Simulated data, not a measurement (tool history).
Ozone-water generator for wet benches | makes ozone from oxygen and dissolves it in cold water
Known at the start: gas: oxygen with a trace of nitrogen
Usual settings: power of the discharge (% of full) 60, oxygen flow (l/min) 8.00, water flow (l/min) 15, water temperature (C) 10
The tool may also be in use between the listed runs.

run     day  power of the discharge (% of full)  oxygen flow (l/min)  water flow (l/min)  water temperature (C)  dissolved ozone (ppm)  ozone in the gas ahead of the water (g/m3)
  1   0.000                                  60                 8.00                  15                     10                   38.4                                       234.3
  2   1.633                                  60                 8.00                  15                     10                   38.1                                       230.9
  3   2.467                                  76                 8.00                  15                     10                   42.8                                       261.5
  4   4.229                                  76                 8.00                  15                     10                   42.4                                       260.3
  5   5.921                                  76                 8.00                  12                     10                   49.9                                       260.9
  6   6.992                                  76                 8.00                  12                     10                   49.9                                       257.4
  7   8.658                                  76                 8.00                  12                     10                   49.7                                       260.5
  8   9.483                                  76                 8.00                  12                     10                   49.0                                       260.4
  9  10.462                                  76                 8.00                  12                     10                   49.5                                       258.8
 10  12.008                                  60                 8.00                  15                      5                   41.1                                       230.9
 11  12.942                                  60                 8.00                  15                      6                   41.3                                       229.4
 12  14.371                                  60                 8.00                  15                      6                   40.5                                       231.6
 13  15.867                                  60                 8.00                  15                      5                   40.7                                       228.0
 14  16.738                                  40                 8.00                  15                     10                   30.5                                       188.7
 15  17.750                                  40                 8.00                  15                     10                   31.1                                       187.0
 16  19.546                                  40                 8.00                  15                     10                   30.7                                       187.3
 17  21.296                                  87                 5.56                  15                     10                   48.0                                       347.1
 18  23.100                                  57                 6.64                  10                     13                   47.1                                       254.1
 19  24.971                                  44                 5.48                  12                      7                   42.5                                       253.8
 20  26.088                                  44                 5.48                  12                      7                   42.6                                       250.1
 21  27.954                                  58                 9.20                  10                     17                   39.1                                       204.0
 22  29.842                                  58                 9.20                  10                     17                   38.9                                       204.9
 23  31.554                                  58                 9.20                  10                     17                   38.6                                       204.5
 24  33.283                                  58                 9.20                  10                     17                   38.6                                       205.4

4 ways to go on from here, each from the tool as it stands after run 24. What would each give?
  A  34.062                                  58                 8.00                  15                     10                      ?                                           ?
  B  34.062                                  58                 6.80                  10                     17                      ?                                           ?
  C  34.062                                  54                 8.00                  15                     10                      ?                                           ?
  D  34.062                                  49                 9.20                  10                      8                      ?                                           ?

run  dissolved ozone (ppm)  ozone in the gas ahead of the water (g/m3)
  A                   36.2                                       222.3
  B                   42.6                                       249.2
  C                   35.0                                       214.5
  D                   43.5                                       187.1
Without the tool's hidden state the same runs would have given:
run  dissolved ozone (ppm)  ozone in the gas ahead of the water (g/m3)
  A                   40.7                                       234.2
  B                   47.4                                       262.5
  C                   39.3                                       225.5
  D                   48.2                                       196.2

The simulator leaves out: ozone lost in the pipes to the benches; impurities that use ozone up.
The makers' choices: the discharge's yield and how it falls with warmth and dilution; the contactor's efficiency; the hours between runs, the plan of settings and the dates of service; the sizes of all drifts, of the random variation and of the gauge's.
